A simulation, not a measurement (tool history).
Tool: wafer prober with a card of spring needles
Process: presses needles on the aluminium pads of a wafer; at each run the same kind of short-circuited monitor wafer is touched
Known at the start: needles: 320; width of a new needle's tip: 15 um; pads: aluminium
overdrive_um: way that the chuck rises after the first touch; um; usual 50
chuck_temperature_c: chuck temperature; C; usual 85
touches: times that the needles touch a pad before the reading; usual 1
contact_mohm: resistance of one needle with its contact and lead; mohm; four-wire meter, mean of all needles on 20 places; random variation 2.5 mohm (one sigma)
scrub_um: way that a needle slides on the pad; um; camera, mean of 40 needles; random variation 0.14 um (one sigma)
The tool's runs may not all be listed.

run   hour  overdrive_um  chuck_temperature_c  touches  contact_mohm  scrub_um
  1      0            50                   85        1           408     10.28
       1.4  -- tips cleaned on abrasive film
       4.6  -- tips cleaned on abrasive film
       6.2  -- height of the first contact set anew
       8.2  -- tips cleaned on abrasive film
      10.8  -- tips cleaned on abrasive film
        14  -- tips cleaned on abrasive film
      17.3  -- tips cleaned on abrasive film
      20.5  -- tips cleaned on abrasive film
      23.1  -- tips cleaned on abrasive film
      26.4  -- tips cleaned on abrasive film
      29.6  -- tips cleaned on abrasive film
      32.2  -- tips cleaned on abrasive film
      35.5  -- tips cleaned on abrasive film
      38.7  -- tips cleaned on abrasive film
      41.4  -- tips cleaned on abrasive film
      44.6  -- tips cleaned on abrasive film
      47.8  -- tips cleaned on abrasive film
      51.1  -- tips cleaned on abrasive film
      54.3  -- tips cleaned on abrasive film
      57.6  -- tips cleaned on abrasive film
      60.2  -- tips cleaned on abrasive film
      63.4  -- tips cleaned on abrasive film
      66.7  -- tips cleaned on abrasive film
      69.3  -- tips cleaned on abrasive film
      72.6  -- tips cleaned on abrasive film
      75.8  -- tips cleaned on abrasive film
        79  -- tips cleaned on abrasive film
      82.3  -- tips cleaned on abrasive film
      84.9  -- tips cleaned on abrasive film
      88.2  -- tips cleaned on abrasive film
  2   90.1            50                   85        1           522      8.79
      90.9  -- tips cleaned on abrasive film
      94.1  -- tips cleaned on abrasive film
      96.7  -- tips cleaned on abrasive film
       100  -- tips cleaned on abrasive film
     102.6  -- tips cleaned on abrasive film
     105.8  -- tips cleaned on abrasive film
     108.4  -- tips cleaned on abrasive film
     111.7  -- tips cleaned on abrasive film
     114.9  -- tips cleaned on abrasive film
     118.2  -- tips cleaned on abrasive film
     121.4  -- tips cleaned on abrasive film
     124.7  -- tips cleaned on abrasive film
     127.9  -- tips cleaned on abrasive film
     130.5  -- tips cleaned on abrasive film
     133.8  -- tips cleaned on abrasive film
       137  -- tips cleaned on abrasive film
     140.3  -- tips cleaned on abrasive film
     143.5  -- tips cleaned on abrasive film
  3  144.9            50                   85        1           532      8.13
     146.2  -- tips cleaned on abrasive film
     149.5  -- tips cleaned on abrasive film
     152.7  -- tips cleaned on abrasive film
       156  -- tips cleaned on abrasive film
     158.6  -- tips cleaned on abrasive film
     159.5  -- height of the first contact set anew
     162.2  -- tips cleaned on abrasive film
     165.4  -- tips cleaned on abrasive film
     168.6  -- tips cleaned on abrasive film
     171.9  -- tips cleaned on abrasive film
     175.1  -- tips cleaned on abrasive film
     177.8  -- tips cleaned on abrasive film
       181  -- tips cleaned on abrasive film
     183.6  -- tips cleaned on abrasive film
     186.9  -- tips cleaned on abrasive film
     189.5  -- tips cleaned on abrasive film
     192.7  -- tips cleaned on abrasive film
       196  -- tips cleaned on abrasive film
     199.2  -- tips cleaned on abrasive film
     202.5  -- tips cleaned on abrasive film
  4  204.1            50                   85        1           420     10.96
     205.4  -- tips cleaned on abrasive film
     208.7  -- tips cleaned on abrasive film
     211.9  -- tips cleaned on abrasive film
     214.5  -- tips cleaned on abrasive film
     217.8  -- tips cleaned on abrasive film
     220.4  -- tips cleaned on abrasive film
     223.7  -- tips cleaned on abrasive film
     226.9  -- tips cleaned on abrasive film
     229.5  -- tips cleaned on abrasive film
     232.8  -- tips cleaned on abrasive film
     244.8  -- card fitted with new needles
       248  -- tips cleaned on abrasive film
     250.6  -- tips cleaned on abrasive film
     253.9  -- tips cleaned on abrasive film
     257.1  -- tips cleaned on abrasive film
     260.4  -- tips cleaned on abrasive film
     263.6  -- tips cleaned on abrasive film
     266.9  -- tips cleaned on abrasive film
     269.5  -- tips cleaned on abrasive film
     272.7  -- tips cleaned on abrasive film
  5  274.6            50                   85        1           320     11.34
       276  -- tips cleaned on abrasive film
     279.2  -- tips cleaned on abrasive film
     282.5  -- tips cleaned on abrasive film
     285.7  -- tips cleaned on abrasive film
     288.9  -- tips cleaned on abrasive film
     291.6  -- tips cleaned on abrasive film
     294.8  -- tips cleaned on abrasive film
     297.4  -- tips cleaned on abrasive film
     300.7  -- tips cleaned on abrasive film
     303.9  -- tips cleaned on abrasive film
     307.2  -- tips cleaned on abrasive film
     310.4  -- tips cleaned on abrasive film
     313.7  -- tips cleaned on abrasive film
     316.9  -- tips cleaned on abrasive film
     320.2  -- tips cleaned on abrasive film
     323.4  -- tips cleaned on abrasive film
     326.6  -- tips cleaned on abrasive film
     329.9  -- tips cleaned on abrasive film
     333.1  -- tips cleaned on abrasive film
     336.4  -- tips cleaned on abrasive film
     339.6  -- tips cleaned on abrasive film
     342.9  -- tips cleaned on abrasive film
     346.1  -- tips cleaned on abrasive film
     349.4  -- tips cleaned on abrasive film
  6  350.9            50                   85        1           325     10.61
     352.3  -- tips cleaned on abrasive film
     355.6  -- tips cleaned on abrasive film
     358.8  -- tips cleaned on abrasive film
       362  -- tips cleaned on abrasive film
     364.7  -- tips cleaned on abrasive film
     367.9  -- tips cleaned on abrasive film
     371.2  -- tips cleaned on abrasive film
     374.4  -- tips cleaned on abrasive film
     377.6  -- tips cleaned on abrasive film
     380.9  -- tips cleaned on abrasive film
     384.1  -- tips cleaned on abrasive film
     386.8  -- tips cleaned on abrasive film
       390  -- tips cleaned on abrasive film
  7  391.1            64                  113        1           312     13.72
       393  -- tips cleaned on abrasive film
     395.7  -- tips cleaned on abrasive film
     397.8  -- height of the first contact set anew
     399.2  -- tips cleaned on abrasive film
     402.4  -- tips cleaned on abrasive film
     405.7  -- tips cleaned on abrasive film
     408.3  -- tips cleaned on abrasive film
     411.6  -- tips cleaned on abrasive film
     412.5  -- height of the first contact set anew, once more
     414.5  -- tips cleaned on abrasive film
     417.7  -- tips cleaned on abrasive film
     420.3  -- tips cleaned on abrasive film
     423.6  -- tips cleaned on abrasive film
     426.8  -- tips cleaned on abrasive film
     430.1  -- tips cleaned on abrasive film
     433.3  -- tips cleaned on abrasive film
     435.9  -- tips cleaned on abrasive film
     439.2  -- tips cleaned on abrasive film
     442.4  -- tips cleaned on abrasive film
       445  -- tips cleaned on abrasive film
     448.3  -- tips cleaned on abrasive film
     451.5  -- tips cleaned on abrasive film
     454.8  -- tips cleaned on abrasive film
       458  -- tips cleaned on abrasive film
     461.3  -- tips cleaned on abrasive film
     464.5  -- tips cleaned on abrasive film
     467.1  -- tips cleaned on abrasive film
     470.4  -- tips cleaned on abrasive film
     473.6  -- tips cleaned on abrasive film
     476.9  -- tips cleaned on abrasive film
  8  478.5            41                   85        1           366      8.84
     479.9  -- tips cleaned on abrasive film
     483.1  -- tips cleaned on abrasive film
     486.4  -- tips cleaned on abrasive film
     489.6  -- tips cleaned on abrasive film
     492.9  -- tips cleaned on abrasive film
     496.1  -- tips cleaned on abrasive film
     498.7  -- tips cleaned on abrasive film
       502  -- tips cleaned on abrasive film
     505.2  -- tips cleaned on abrasive film
     508.5  -- tips cleaned on abrasive film
     511.1  -- tips cleaned on abrasive film
     514.3  -- tips cleaned on abrasive film
     517.6  -- tips cleaned on abrasive film
     520.2  -- tips cleaned on abrasive film
     523.5  -- tips cleaned on abrasive film
     526.7  -- tips cleaned on abrasive film
     529.9  -- tips cleaned on abrasive film
     533.2  -- tips cleaned on abrasive film
     536.4  -- tips cleaned on abrasive film
     539.1  -- tips cleaned on abrasive film
     542.3  -- tips cleaned on abrasive film
     545.5  -- tips cleaned on abrasive film
     548.8  -- tips cleaned on abrasive film
  9  550.2            41                   62        2           334      8.28
     551.5  -- tips cleaned on abrasive film
     554.8  -- tips cleaned on abrasive film
       558  -- tips cleaned on abrasive film
     561.3  -- tips cleaned on abrasive film
     564.5  -- tips cleaned on abrasive film
     566.1  -- height of the first contact set anew
     567.4  -- tips cleaned on abrasive film
     570.7  -- tips cleaned on abrasive film
     573.9  -- tips cleaned on abrasive film
     577.2  -- tips cleaned on abrasive film
     580.4  -- tips cleaned on abrasive film
     583.7  -- tips cleaned on abrasive film
     586.3  -- tips cleaned on abrasive film
     589.5  -- tips cleaned on abrasive film
     592.8  -- tips cleaned on abrasive film
     595.4  -- tips cleaned on abrasive film
 10  595.7            41                   62        2           304      9.26
     598.4  -- tips cleaned on abrasive film
     601.6  -- tips cleaned on abrasive film
     604.9  -- tips cleaned on abrasive film
     608.1  -- tips cleaned on abrasive film
     610.7  -- tips cleaned on abrasive film
       614  -- tips cleaned on abrasive film
     617.2  -- tips cleaned on abrasive film
     619.8  -- tips cleaned on abrasive film
     623.1  -- tips cleaned on abrasive film
     626.3  -- tips cleaned on abrasive film
     629.6  -- tips cleaned on abrasive film
     632.8  -- tips cleaned on abrasive film
     635.4  -- tips cleaned on abrasive film
 11  635.4            41                   69        1           304      8.92
     638.7  -- tips cleaned on abrasive film
     641.9  -- tips cleaned on abrasive film
     645.2  -- tips cleaned on abrasive film
     648.4  -- tips cleaned on abrasive film
     651.7  -- tips cleaned on abrasive film
     654.9  -- tips cleaned on abrasive film
     658.2  -- tips cleaned on abrasive film
     661.4  -- tips cleaned on abrasive film
     664.7  -- tips cleaned on abrasive film
     667.9  -- tips cleaned on abrasive film
     671.2  -- tips cleaned on abrasive film
     674.4  -- tips cleaned on abrasive film
 12  675.3            33                   85        1           422      6.56

Forecast each of these 3 alternatives for the next run:
     677.3  -- tips cleaned on abrasive film
     680.6  -- tips cleaned on abrasive film
     683.8  -- tips cleaned on abrasive film
     687.1  -- tips cleaned on abrasive film
     690.3  -- tips cleaned on abrasive film
     693.6  -- tips cleaned on abrasive film
     696.8  -- tips cleaned on abrasive film
     700.1  -- tips cleaned on abrasive film
     702.7  -- tips cleaned on abrasive film
     705.9  -- tips cleaned on abrasive film
     709.2  -- tips cleaned on abrasive film
     711.8  -- tips cleaned on abrasive film
       715  -- tips cleaned on abrasive film
     718.3  -- tips cleaned on abrasive film
     719.2  -- height of the first contact set anew
     721.8  -- tips cleaned on abrasive film
     725.1  -- tips cleaned on abrasive film
     728.3  -- tips cleaned on abrasive film
     731.6  -- tips cleaned on abrasive film
     734.2  -- tips cleaned on abrasive film
     737.4  -- tips cleaned on abrasive film
     740.7  -- tips cleaned on abrasive film
     743.3  -- tips cleaned on abrasive film
     746.5  -- tips cleaned on abrasive film
  A  747.2            38                   85        2             ?         ?
     677.3  -- tips cleaned on abrasive film
     680.6  -- tips cleaned on abrasive film
     683.8  -- tips cleaned on abrasive film
     687.1  -- tips cleaned on abrasive film
     690.3  -- tips cleaned on abrasive film
     693.6  -- tips cleaned on abrasive film
     696.8  -- tips cleaned on abrasive film
     700.1  -- tips cleaned on abrasive film
     702.7  -- tips cleaned on abrasive film
     705.9  -- tips cleaned on abrasive film
     709.2  -- tips cleaned on abrasive film
     711.8  -- tips cleaned on abrasive film
       715  -- tips cleaned on abrasive film
     718.3  -- tips cleaned on abrasive film
     719.2  -- height of the first contact set anew
     721.8  -- tips cleaned on abrasive film
     725.1  -- tips cleaned on abrasive film
     728.3  -- tips cleaned on abrasive film
     731.6  -- tips cleaned on abrasive film
     734.2  -- tips cleaned on abrasive film
     737.4  -- tips cleaned on abrasive film
     740.7  -- tips cleaned on abrasive film
     743.3  -- tips cleaned on abrasive film
     746.5  -- tips cleaned on abrasive film
  B  747.2            50                   85        1             ?         ?
     677.3  -- tips cleaned on abrasive film
     680.6  -- tips cleaned on abrasive film
     683.8  -- tips cleaned on abrasive film
     687.1  -- tips cleaned on abrasive film
     690.3  -- tips cleaned on abrasive film
     693.6  -- tips cleaned on abrasive film
     696.8  -- tips cleaned on abrasive film
     700.1  -- tips cleaned on abrasive film
     702.7  -- tips cleaned on abrasive film
     705.9  -- tips cleaned on abrasive film
     709.2  -- tips cleaned on abrasive film
     711.8  -- tips cleaned on abrasive film
       715  -- tips cleaned on abrasive film
     718.3  -- tips cleaned on abrasive film
     719.2  -- height of the first contact set anew
     721.8  -- tips cleaned on abrasive film
     725.1  -- tips cleaned on abrasive film
     728.3  -- tips cleaned on abrasive film
     731.6  -- tips cleaned on abrasive film
     734.2  -- tips cleaned on abrasive film
     737.4  -- tips cleaned on abrasive film
     740.7  -- tips cleaned on abrasive film
     743.3  -- tips cleaned on abrasive film
     746.5  -- tips cleaned on abrasive film
  C  747.2            47                   85        1             ?         ?

run  contact_mohm  scrub_um
  A           344       8.4
  B           332     10.97
  C           335     10.42
Without the tool's hidden state the same runs would have given:
run  contact_mohm  scrub_um
  A           291      8.67
  B           284     11.24
  C           282     10.69

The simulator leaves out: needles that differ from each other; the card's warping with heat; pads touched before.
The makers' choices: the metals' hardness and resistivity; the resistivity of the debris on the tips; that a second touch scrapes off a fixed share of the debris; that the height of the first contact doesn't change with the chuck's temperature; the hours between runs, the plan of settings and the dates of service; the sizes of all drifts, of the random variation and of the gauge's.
